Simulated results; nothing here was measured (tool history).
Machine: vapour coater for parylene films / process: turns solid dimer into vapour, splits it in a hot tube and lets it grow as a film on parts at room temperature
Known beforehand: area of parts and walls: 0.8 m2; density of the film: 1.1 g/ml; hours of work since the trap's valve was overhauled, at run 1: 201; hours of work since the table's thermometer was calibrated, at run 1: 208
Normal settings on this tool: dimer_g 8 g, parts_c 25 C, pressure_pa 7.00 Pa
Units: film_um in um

run	hour	dimer_g	parts_c	pressure_pa	hours of work since the trap's valve was overhauled	hours of work since the table's thermometer was calibrated	film_um
1	0.0	8	25	7.00	201	208	5.86
2	35.1	8	25	7.00	220	226	5.86
3	71.5	8	25	7.00	238	245	5.88
4	92.8	8	25	7.00	249	256	5.84
5	124.2	8	25	7.00	266	272	5.85
6	157.4	8	25	7.00	283	289	5.87
7	183.1	8	25	7.00	296	302	5.88
8	217.5	8	25	7.00	314	320	5.84
9	239.4	8	22	7.00	325	331	6.22
10	277.4	3	25	7.00	345	351	2.20
11	313.6	3	25	9.24	363	370	2.11
12	350.0	8	32	7.00	382	388	5.13
13	386.5	7	20	4.43	401	407	6.19
14	423.7	8	25	8.31	420	427	5.74
15	439.8	8	26	3.23	429	435	6.64
16	472.2	10	30	9.89	445	452	6.34

What will run 17 give?
17	505.3	10	30	9.89	463	469	?

For run 17 the tool returned film_um 6.33 um.
Were there no unlogged condition in the tool, this run, its random variation unchanged, would have produced film_um 6.26 um.
